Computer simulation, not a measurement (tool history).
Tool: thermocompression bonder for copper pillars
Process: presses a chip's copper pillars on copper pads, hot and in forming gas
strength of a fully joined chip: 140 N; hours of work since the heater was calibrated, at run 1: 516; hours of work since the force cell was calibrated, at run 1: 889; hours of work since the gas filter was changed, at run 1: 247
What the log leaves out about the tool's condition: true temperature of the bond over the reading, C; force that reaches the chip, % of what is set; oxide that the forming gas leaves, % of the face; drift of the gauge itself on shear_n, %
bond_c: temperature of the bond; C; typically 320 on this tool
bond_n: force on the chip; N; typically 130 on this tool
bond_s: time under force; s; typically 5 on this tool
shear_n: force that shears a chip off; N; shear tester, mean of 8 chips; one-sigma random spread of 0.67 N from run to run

| run | hour | bond_c | bond_n | bond_s | hours of work since the heater was calibrated | hours of work since the force cell was calibrated | hours of work since the gas filter was changed | shear_n |
|---|---|---|---|---|---|---|---|---|
| 1 | 0.0 | 320 | 130 | 5 | 516 | 889 | 247 | 55.1 |
| 2 | 33.6 | 320 | 130 | 5 | 539 | 912 | 270 | 56.2 |
| 3 | 54.8 | 320 | 130 | 5 | 553 | 927 | 284 | 55.0 |
| 4 | 84.6 | 320 | 130 | 5 | 574 | 947 | 304 | 53.2 |
| 5 | 109.9 | 320 | 97 | 5 | 591 | 964 | 322 | 43.6 |
|  | 149.7 | forming gas filter changed |
| 6 | 150.8 | 320 | 130 | 5 | 618 | 992 | 1 | 61.0 |
| 7 | 180.1 | 320 | 130 | 5 | 638 | 1012 | 21 | 60.1 |
| 8 | 211.8 | 320 | 130 | 5 | 660 | 1033 | 42 | 59.2 |
| 9 | 246.5 | 338 | 130 | 5 | 684 | 1057 | 66 | 74.8 |
| 10 | 281.6 | 320 | 128 | 5 | 708 | 1081 | 90 | 59.1 |
|  | 285.5 | force cell calibrated |
| 11 | 311.0 | 320 | 128 | 5 | 727 | 17 | 109 | 57.3 |
| 12 | 334.4 | 320 | 128 | 5 | 743 | 33 | 125 | 58.0 |
| 13 | 369.8 | 320 | 128 | 5 | 767 | 57 | 149 | 57.8 |
| 14 | 393.7 | 320 | 128 | 5 | 783 | 74 | 165 | 56.8 |
| 15 | 411.2 | 320 | 130 | 4 | 795 | 86 | 177 | 53.5 |
| 16 | 435.0 | 320 | 130 | 12 | 811 | 102 | 193 | 76.8 |
| 17 | 467.8 | 320 | 130 | 12 | 834 | 124 | 216 | 76.5 |
| 18 | 508.3 | 320 | 130 | 12 | 861 | 152 | 243 | 75.9 |
|  | 529.6 | force cell calibrated, once more |
| 19 | 534.5 | 320 | 130 | 12 | 878 | 3 | 260 | 71.1 |
| 20 | 564.3 | 320 | 130 | 12 | 898 | 24 | 281 | 73.0 |
| 21 | 600.7 | 320 | 130 | 5 | 923 | 48 | 305 | 53.1 |
| 22 | 638.7 | 320 | 130 | 5 | 949 | 74 | 331 | 50.2 |
|  | 664.5 | forming gas filter changed |
| 23 | 669.9 | 306 | 130 | 5 | 970 | 95 | 4 | 45.6 |
| 24 | 702.1 | 335 | 142 | 15 | 992 | 117 | 26 | 99.7 |
| 25 | 743.5 | 335 | 142 | 6 | 1020 | 145 | 54 | 76.1 |
| 26 | 780.7 | 335 | 142 | 6 | 1045 | 171 | 79 | 75.9 |
| 27 | 807.7 | 335 | 142 | 6 | 1064 | 189 | 98 | 76.4 |
| 28 | 836.7 | 335 | 142 | 6 | 1084 | 209 | 117 | 74.1 |
| 29 | 866.2 | 314 | 142 | 6 | 1104 | 229 | 137 | 56.7 |
| 30 | 890.1 | 314 | 142 | 6 | 1120 | 245 | 154 | 55.3 |
| 31 | 915.0 | 323 | 146 | 3 | 1137 | 262 | 171 | 50.0 |
| 32 | 950.9 | 323 | 146 | 3 | 1161 | 287 | 195 | 49.4 |
| 33 | 978.7 | 332 | 152 | 3 | 1180 | 306 | 214 | 57.1 |
| 34 | 1011.3 | 329 | 116 | 5 | 1203 | 328 | 236 | 54.0 |
| 35 | 1041.2 | 329 | 116 | 3 | 1223 | 348 | 257 | 43.1 |
| 36 | 1061.8 | 320 | 172 | 5 | 1237 | 362 | 271 | 63.4 |

What if the next run were any one of these 4? Each begins from the tool's condition after run 36:
| A | 1094.0 | 338 | 96 | 14 | 1259 | 384 | 293 | ? |
| B | 1094.0 | 320 | 101 | 5 | 1259 | 384 | 293 | ? |
| C | 1094.0 | 328 | 105 | 4 | 1259 | 384 | 293 | ? |
| D | 1094.0 | 325 | 138 | 7 | 1259 | 384 | 293 | ? |

| run | shear_n |
|---|---|
| A | 71.9 |
| B | 40.7 |
| C | 43.5 |
| D | 63.7 |
With no hidden state in the tool, these same runs would have given:
| run | shear_n |
|---|---|
| A | 88.3 |
| B | 52.4 |
| C | 55.7 |
| D | 79.6 |
